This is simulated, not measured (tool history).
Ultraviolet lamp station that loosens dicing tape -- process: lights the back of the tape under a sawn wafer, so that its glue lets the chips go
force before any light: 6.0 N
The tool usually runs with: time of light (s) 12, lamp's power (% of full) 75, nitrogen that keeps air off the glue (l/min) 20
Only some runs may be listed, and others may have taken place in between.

run     day  time of light (s)  lamp's power (% of full)  nitrogen that keeps air off the glue (l/min)  force that peels the tape off (N)  light that reached the tape (mJ/cm²)
  1   0.000                 12                        75                                            20                              0.663                                   312
  2   0.496                 12                        74                                            20                              0.653                                   309
  3   0.996                  9                        75                                            20                              1.074                                   230
  4   1.588                  9                        75                                            20                              1.066                                   234
  5   1.854                  9                        75                                            20                              1.038                                   236
  6   2.404                 12                        75                                            20                              0.620                                   310
  7   2.783                 12                        75                                            20                              0.647                                   312
  8   3.075                 12                        75                                            20                              0.617                                   315
  9   3.650                 12                        75                                            20                              0.638                                   313
 10   4.304                 12                        75                                            20                              0.637                                   316
 11   4.829                 12                        75                                            20                              0.625                                   309
 12   5.208                 12                        75                                            20                              0.653                                   312
 13   5.546                 12                        75                                            20                              0.622                                   311
 14   5.829                 12                        87                                            20                              0.471                                   364
 15   6.217                 12                        87                                            20                              0.447                                   366
 16   6.721                 12                        87                                            20                              0.468                                   362
 17   7.325                 12                        75                                            20                              0.648                                   316
 18   7.817                 12                        75                                            20                              0.649                                   310
 19   8.100                 12                        75                                            20                              0.632                                   310
 20   8.429                 12                        73                                            20                              0.647                                   305
 21   9.012                 12                        73                                            20                              0.662                                   301
 22   9.625                 12                        73                                            20                              0.665                                   306
 23  10.271                 14                        71                                            11                              0.861                                   343
 24  10.771                 14                        99                                            40                              0.160                                   483
 25  11.071                 12                        77                                            10                              1.043                                   324
 26  11.683                 12                        75                                            39                              0.377                                   311
 27  12.133                 14                        70                                            37                              0.326                                   342
 28  12.554                 20                        93                                            12                              0.235                                   642
 29  13.133                 20                        93                                            12                              0.210                                   648
 30  13.542                 20                        93                                            12                              0.225                                   646
 31  14.138                 20                        93                                            12                              0.221                                   648
 32  14.412                  7                        62                                            27                              1.668                                   149
 33  14.971                 11                        82                                            20                              0.633                                   313
 34  15.246                 11                        82                                            20                              0.637                                   312
 35  15.712                 11                        82                                            20                              0.660                                   311
 36  16.250                 17                        88                                            20                              0.214                                   515
 37  16.904                  8                        75                                            10                              1.961                                   210
 38  17.325                  8                        75                                            10                              1.904                                   209
 39  17.804                  8                        75                                             6                              2.406                                   209
 40  18.392                  8                        85                                            34                              0.766                                   237
 41  18.942                 14                        62                                            12                              1.018                                   303
 42  19.250                 14                        62                                            12                              1.010                                   298
 43  19.900                 15                        63                                            20                              0.573                                   324

Between the runs listed above, the log contained 1 entry, not reproduced here. Where in the sequence does each belong, and how does what the log doesn't record of the tool's condition differ from the listed run before to the listed run after?
After run 9, before run 10: window cleaned of glue's vapour (day 4.112)
  light that the window lets through, % of a clean one's: 99.9 -> 100
